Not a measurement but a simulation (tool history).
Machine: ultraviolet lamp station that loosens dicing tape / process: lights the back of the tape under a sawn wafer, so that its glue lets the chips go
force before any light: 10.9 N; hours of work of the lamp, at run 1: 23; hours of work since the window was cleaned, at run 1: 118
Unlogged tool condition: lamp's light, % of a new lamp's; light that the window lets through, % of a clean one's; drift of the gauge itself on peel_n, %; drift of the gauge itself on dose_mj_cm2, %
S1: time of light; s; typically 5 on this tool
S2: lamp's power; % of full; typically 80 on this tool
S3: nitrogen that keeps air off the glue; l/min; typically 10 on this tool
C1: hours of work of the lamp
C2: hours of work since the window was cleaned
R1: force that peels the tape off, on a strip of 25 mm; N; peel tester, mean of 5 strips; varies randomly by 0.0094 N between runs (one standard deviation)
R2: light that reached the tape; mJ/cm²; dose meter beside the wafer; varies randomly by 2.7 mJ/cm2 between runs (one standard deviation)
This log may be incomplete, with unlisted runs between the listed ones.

Run 1, hour 0: usual settings; C1 23; C2 118. Result: R1 0.454 N, R2 331 mJ/cm².
Run 2, hour 20.5: usual settings; C1 33; C2 128. Result: R1 0.445 N, R2 329 mJ/cm².
Run 3, hour 61: usual settings; C1 53; C2 148. Result: R1 0.496 N, R2 317 mJ/cm².
Run 4, hour 84.7: usual settings; C1 65; C2 160. Result: R1 0.504 N, R2 322 mJ/cm².
Run 5, hour 122.8: usual settings; C1 84; C2 179. Result: R1 0.526 N, R2 308 mJ/cm².
Run 6, hour 146.3: usual settings; C1 95; C2 190. Result: R1 0.514 N, R2 303 mJ/cm².
Run 7, hour 163.9: usual settings; C1 104; C2 199. Result: R1 0.562 N, R2 298 mJ/cm².
At hour 172.8: window cleaned of glue's vapour.
Run 8, hour 193.4: usual settings but S3 5 l/min; C1 119; C2 10. Result: R1 0.78 N, R2 327 mJ/cm².
Run 9, hour 233.8: usual settings; C1 139; C2 30. Result: R1 0.488 N, R2 319 mJ/cm².
Run 10, hour 259.9: usual settings; C1 152; C2 43. Result: R1 0.491 N, R2 317 mJ/cm².
Run 11, hour 278.1: usual settings; C1 161; C2 52. Result: R1 0.495 N, R2 314 mJ/cm².
Run 12, hour 314.4: usual settings; C1 179; C2 70. Result: R1 0.523 N, R2 311 mJ/cm².
Run 13, hour 352.7: usual settings; C1 198; C2 89. Result: R1 0.552 N, R2 297 mJ/cm².
Run 14, hour 390.1: usual settings; C1 216; C2 108. Result: R1 0.538 N, R2 295 mJ/cm².
Run 15, hour 420.9: usual settings but S3 16 l/min; C1 231; C2 123. Result: R1 0.417 N, R2 288 mJ/cm².
Run 16, hour 444.8: usual settings but S3 16 l/min; C1 243; C2 135. Result: R1 0.451 N, R2 288 mJ/cm².
Run 17, hour 464.4: usual settings but S3 16 l/min; C1 253; C2 145. Result: R1 0.454 N, R2 288 mJ/cm².
Run 18, hour 498.2: usual settings but S3 16 l/min; C1 270; C2 161. Result: R1 0.467 N, R2 281 mJ/cm².
Run 19, hour 518: usual settings but S3 16 l/min; C1 280; C2 171. Result: R1 0.484 N, R2 276 mJ/cm².
Run 20, hour 549.8: usual settings but S3 16 l/min; C1 295; C2 187. Result: R1 0.497 N, R2 273 mJ/cm².
At hour 582.1: window cleaned of glue's vapour.
Run 21, hour 591.4: usual settings; C1 316; C2 5. Result: R1 0.614 N, R2 285 mJ/cm².
Run 22, hour 631: usual settings but S1 4 s; C1 335; C2 24. Result: R1 1.059 N, R2 225 mJ/cm².
Run 23, hour 667: usual settings but S1 4 s; C1 353; C2 42. Result: R1 1.035 N, R2 219 mJ/cm².
Run 24, hour 694.3: usual settings but S1 3 s, S2 81 % of full, S3 20 l/min; C1 367; C2 56. Result: R1 1.173 N, R2 162 mJ/cm².
Run 25, hour 721.4: usual settings but S1 4 s, S2 61 % of full, S3 3 l/min; C1 380; C2 69. Result: R1 3.515 N, R2 165 mJ/cm².
Run 26, hour 749.5: usual settings but S1 4 s, S2 61 % of full, S3 3 l/min; C1 394; C2 83. Result: R1 3.566 N, R2 156 mJ/cm².
Run 27, hour 782.7: usual settings but S1 2 s, S2 72 % of full, S3 4 l/min; C1 410; C2 99. Result: R1 4.98 N, R2 92 mJ/cm².
Run 28, hour 814.5: usual settings but S1 10 s, S2 82 % of full; C1 426; C2 115. Result: R1 0.278 N, R2 515 mJ/cm².
Run 29, hour 854.7: usual settings but S1 2 s, S2 92 % of full, S3 13 l/min; C1 446; C2 135. Result: R1 2.644 N, R2 112 mJ/cm².
Run 30, hour 877: usual settings but S1 4 s, S2 92 % of full, S3 13 l/min; C1 457; C2 146. Result: R1 0.819 N, R2 222 mJ/cm².
Run 31, hour 895.8: usual settings but S1 4 s, S2 62 % of full, S3 13 l/min; C1 467; C2 156. Result: R1 1.733 N, R2 149 mJ/cm².
Run 32, hour 927: usual settings but S1 6 s; C1 482; C2 171. Result: R1 0.624 N, R2 282 mJ/cm².
Run 33, hour 946.8: usual settings but S1 7 s, S3 9 l/min; C1 492; C2 181. Result: R1 0.496 N, R2 327 mJ/cm².
Run 34, hour 964.7: usual settings but S2 92 % of full, S3 4 l/min; C1 501; C2 190. Result: R1 1.435 N, R2 265 mJ/cm².
Run 35, hour 984: usual settings but S1 7 s, S3 3 l/min; C1 510; C2 199. Result: R1 1.293 N, R2 318 mJ/cm².
At hour 993: window cleaned of glue's vapour.
Run 36, hour 1022.6: usual settings but S1 7 s, S2 68 % of full, S3 19 l/min; C1 529; C2 15. Result: R1 0.398 N, R2 292 mJ/cm².
Run 37, hour 1062.3: usual settings but S1 7 s; C1 549; C2 34. Result: R1 0.446 N, R2 333 mJ/cm².
Run 38, hour 1083.8: usual settings but S1 8 s, S2 68 % of full, S3 9 l/min; C1 559; C2 45. Result: R1 0.524 N, R2 320 mJ/cm².
Run 39, hour 1119.2: usual settings but S1 9 s, S2 63 % of full, S3 7 l/min; C1 577; C2 63. Result: R1 0.649 N, R2 324 mJ/cm².
Run 40, hour 1145.9: usual settings but S1 3 s, S2 90 % of full, S3 4 l/min; C1 590; C2 76. Result: R1 3.224 N, R2 153 mJ/cm².
Run 41, hour 1186.4: usual settings but S1 7 s, S3 7 l/min; C1 610; C2 96. Result: R1 0.666 N, R2 306 mJ/cm².
Run 42, hour 1203.7: usual settings but S1 10 s, S2 70 % of full, S3 7 l/min; C1 619; C2 104. Result: R1 0.443 N, R2 381 mJ/cm².
Run 43, hour 1235.1: usual settings but S1 10 s, S2 70 % of full, S3 7 l/min; C1 634; C2 120. Result: R1 0.453 N, R2 369 mJ/cm².

Hidden state or all else? Some run-to-run changes of R1, split into what the settings, what came in and random variation would give without the hidden state, and what is left for the hidden state (with any gauge scatter that isn't in both results):
Run 27 -> 28: S1 2 -> 10, S2 72 -> 82, S3 4 -> 10. R1 -4.702 N: hidden state -1.194, all else -3.508.
Run 39 -> 40: S1 9 -> 3, S2 63 -> 90, S3 7 -> 4. R1 +2.575 N: hidden state +1.223, all else +1.352.
Run 40 -> 41: S1 3 -> 7, S2 90 -> 80, S3 4 -> 7. R1 -2.558 N: hidden state -1.186, all else -1.372.
